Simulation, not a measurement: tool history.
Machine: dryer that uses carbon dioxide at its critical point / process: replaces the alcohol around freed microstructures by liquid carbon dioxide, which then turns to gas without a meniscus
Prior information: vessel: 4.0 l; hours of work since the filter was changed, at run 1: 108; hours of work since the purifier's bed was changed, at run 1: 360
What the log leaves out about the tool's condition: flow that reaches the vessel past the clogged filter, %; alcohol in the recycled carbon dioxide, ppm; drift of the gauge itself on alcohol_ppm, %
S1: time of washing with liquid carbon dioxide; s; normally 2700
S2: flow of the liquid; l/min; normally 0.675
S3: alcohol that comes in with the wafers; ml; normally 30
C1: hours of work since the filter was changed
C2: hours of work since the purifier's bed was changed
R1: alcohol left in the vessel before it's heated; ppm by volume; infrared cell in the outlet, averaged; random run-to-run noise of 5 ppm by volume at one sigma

run 1 hour=0.0 | S1=2700 S2=0.675 S3=30 | C1=108 C2=360 | R1=41
run 2 hour=21.3 | S1=2700 S2=0.675 S3=30 | C1=120 C2=372 | R1=49
run 3 hour=31.4 | S1=2700 S2=0.675 S3=30 | C1=125 C2=377 | R1=48
run 4 hour=40.7 | S1=2700 S2=0.675 S3=30 | C1=130 C2=382 | R1=49
run 5 hour=62.2 | S1=2700 S2=0.675 S3=30 | C1=141 C2=393 | R1=50
run 6 hour=80.4 | S1=2700 S2=0.675 S3=22 | C1=151 C2=403 | R1=33
run 7 hour=94.4 | S1=2700 S2=0.675 S3=23 | C1=159 C2=411 | R1=54
run 8 hour=106.2 | S1=3240 S2=0.668 S3=41 | C1=165 C2=417 | R1=40
run 9 hour=127.1 | S1=2100 S2=0.949 S3=44 | C1=176 C2=428 | R1=42
run 10 hour=145.0 | S1=2100 S2=0.716 S3=45 | C1=186 C2=438 | R1=101
run 11 hour=155.9 | S1=2220 S2=0.552 S3=29 | C1=192 C2=444 | R1=147

5 ways to go on from here, each from the tool as it stands after run 11. What would each give?
run A hour=165.6 | S1=2640 S2=0.707 S3=29 | C1=197 C2=449 | R1=?
run B hour=165.6 | S1=2220 S2=0.951 S3=117 | C1=197 C2=449 | R1=?
run C hour=165.6 | S1=1860 S2=0.552 S3=29 | C1=197 C2=449 | R1=?
run D hour=165.6 | S1=3420 S2=0.693 S3=26 | C1=197 C2=449 | R1=?
run E hour=165.6 | S1=2580 S2=0.743 S3=29 | C1=197 C2=449 | R1=?

run=A R1=49
run=B R1=45
run=C R1=246
run=D R1=42
run=E R1=38
With no hidden state in the tool, these same runs would have given:
run=A R1=11
run=B R1=6
run=C R1=184
run=D R1=7
run=E R1=0
